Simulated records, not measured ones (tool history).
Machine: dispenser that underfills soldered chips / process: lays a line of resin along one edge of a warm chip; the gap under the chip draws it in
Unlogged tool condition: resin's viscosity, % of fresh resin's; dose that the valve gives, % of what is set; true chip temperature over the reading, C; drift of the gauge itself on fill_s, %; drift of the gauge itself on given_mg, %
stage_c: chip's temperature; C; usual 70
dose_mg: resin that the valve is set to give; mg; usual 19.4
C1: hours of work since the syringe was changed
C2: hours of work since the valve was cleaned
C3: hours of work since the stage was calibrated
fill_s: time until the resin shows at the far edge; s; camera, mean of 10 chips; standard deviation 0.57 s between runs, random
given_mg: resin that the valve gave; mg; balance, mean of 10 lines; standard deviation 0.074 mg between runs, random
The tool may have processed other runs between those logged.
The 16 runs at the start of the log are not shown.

At hour 108.6: new syringe of resin.
Run 17, hour 109.2: usual settings but stage_c 57 C; C1 1; C2 35; C3 391. Result: fill_s 109.6 s, given_mg 18.93 mg.
Run 18, hour 114.9: usual settings but stage_c 67 C, dose_mg 19.7 mg; C1 5; C2 39; C3 396. Result: fill_s 98.3 s, given_mg 19.34 mg.
At hour 118.8: new syringe of resin.
Run 19, hour 122.3: usual settings but stage_c 61 C, dose_mg 17.7 mg; C1 3; C2 45; C3 401. Result: fill_s 111.5 s, given_mg 17.19 mg.
At hour 129.1: new syringe of resin.
Run 20, hour 129.8: usual settings but stage_c 84 C, dose_mg 18.0 mg; C1 1; C2 51; C3 407. Result: fill_s 30.2 s, given_mg 17.48 mg.
At hour 139.6: dispensing valve cleaned and set on the balance.
At hour 140.5: new syringe of resin.
Run 21, hour 140.6: usual settings but stage_c 59 C, dose_mg 20.7 mg; C1 0; C2 1; C3 415. Result: fill_s 94.3 s, given_mg 20.72 mg.
Run 22, hour 149.0: usual settings but stage_c 76 C, dose_mg 24.8 mg; C1 7; C2 7; C3 421. Result: fill_s 71.0 s, given_mg 24.66 mg.
At hour 150.7: new syringe of resin.
Run 23, hour 156.8: usual settings but stage_c 60 C; C1 5; C2 13; C3 427. Result: fill_s 138.7 s, given_mg 19.37 mg.
At hour 160.8: new syringe of resin.
Run 24, hour 165.0: usual settings but stage_c 56 C, dose_mg 21.1 mg; C1 3; C2 19; C3 433. Result: fill_s 154.8 s, given_mg 20.93 mg.
Run 25, hour 169.0: usual settings but stage_c 56 C, dose_mg 21.1 mg; C1 6; C2 23; C3 437. Result: fill_s 203.9 s, given_mg 20.89 mg.
At hour 170.7: new syringe of resin.
Run 26, hour 176.5: usual settings but stage_c 84 C, dose_mg 17.5 mg; C1 5; C2 28; C3 442. Result: fill_s 42.7 s, given_mg 17.26 mg.
At hour 180.6: new syringe of resin.
Run 27, hour 181.2: usual settings but stage_c 77 C, dose_mg 25.1 mg; C1 1; C2 32; C3 446. Result: fill_s 40.1 s, given_mg 24.56 mg.
Run 28, hour 188.8: usual settings but stage_c 67 C, dose_mg 19.0 mg; C1 6; C2 38; C3 452. Result: fill_s 111.8 s, given_mg 18.62 mg.
At hour 190.9: new syringe of resin.
Run 29, hour 195.4: usual settings but stage_c 60 C, dose_mg 22.7 mg; C1 4; C2 43; C3 457. Result: fill_s 122.5 s, given_mg 22.13 mg.
At hour 200.8: new syringe of resin.
Run 30, hour 201.0: usual settings but dose_mg 17.4 mg; C1 0; C2 47; C3 461. Result: fill_s 57.0 s, given_mg 17.10 mg.
Run 31, hour 207.2: usual settings but stage_c 61 C, dose_mg 20.4 mg; C1 5; C2 52; C3 466. Result: fill_s 133.6 s, given_mg 19.61 mg.
At hour 211.0: new syringe of resin.
Run 32, hour 212.0: usual settings but stage_c 61 C, dose_mg 20.4 mg; C1 1; C2 55; C3 469. Result: fill_s 91.7 s, given_mg 19.70 mg.
At hour 215.6: dispensing valve cleaned and set on the balance.
Run 33, hour 217.0: usual settings but stage_c 68 C, dose_mg 17.7 mg; C1 4; C2 1; C3 472. Result: fill_s 85.4 s, given_mg 17.69 mg.
At hour 222.2: new syringe of resin.
Run 34, hour 224.4: usual settings but stage_c 58 C, dose_mg 19.1 mg; C1 2; C2 7; C3 478. Result: fill_s 118.1 s, given_mg 19.03 mg.

What if the next run were any one of these 5? Each begins from the tool's condition after run 34:
Run A, hour 230.6: usual settings but stage_c 62 C, dose_mg 23.8 mg; C1 7; C2 12; C3 483. Result: fill_s ?, given_mg ?.
Run B, hour 230.6: usual settings but stage_c 69 C, dose_mg 17.8 mg; C1 7; C2 12; C3 483. Result: fill_s ?, given_mg ?.
Run C, hour 230.6: usual settings but stage_c 59 C, dose_mg 17.6 mg; C1 7; C2 12; C3 483. Result: fill_s ?, given_mg ?.
Run D, hour 230.6: usual settings but stage_c 71 C, dose_mg 22.2 mg; C1 7; C2 12; C3 483. Result: fill_s ?, given_mg ?.
Run E, hour 230.6: usual settings but stage_c 85 C, dose_mg 19.1 mg; C1 7; C2 12; C3 483. Result: fill_s ?, given_mg ?.

run  fill_s  given_mg
  A   148.2     23.59
  B   107.6     17.68
  C   176.8     17.41
  D    93.9     22.07
  E    49.8     18.92
The same runs, with their run-to-run variation unchanged, on a tool lacking any hidden condition would have given:
run  fill_s  given_mg
  A    71.7     23.80
  B    52.1     17.84
  C    84.9     17.57
  D    45.6     22.27
  E    24.6     19.09

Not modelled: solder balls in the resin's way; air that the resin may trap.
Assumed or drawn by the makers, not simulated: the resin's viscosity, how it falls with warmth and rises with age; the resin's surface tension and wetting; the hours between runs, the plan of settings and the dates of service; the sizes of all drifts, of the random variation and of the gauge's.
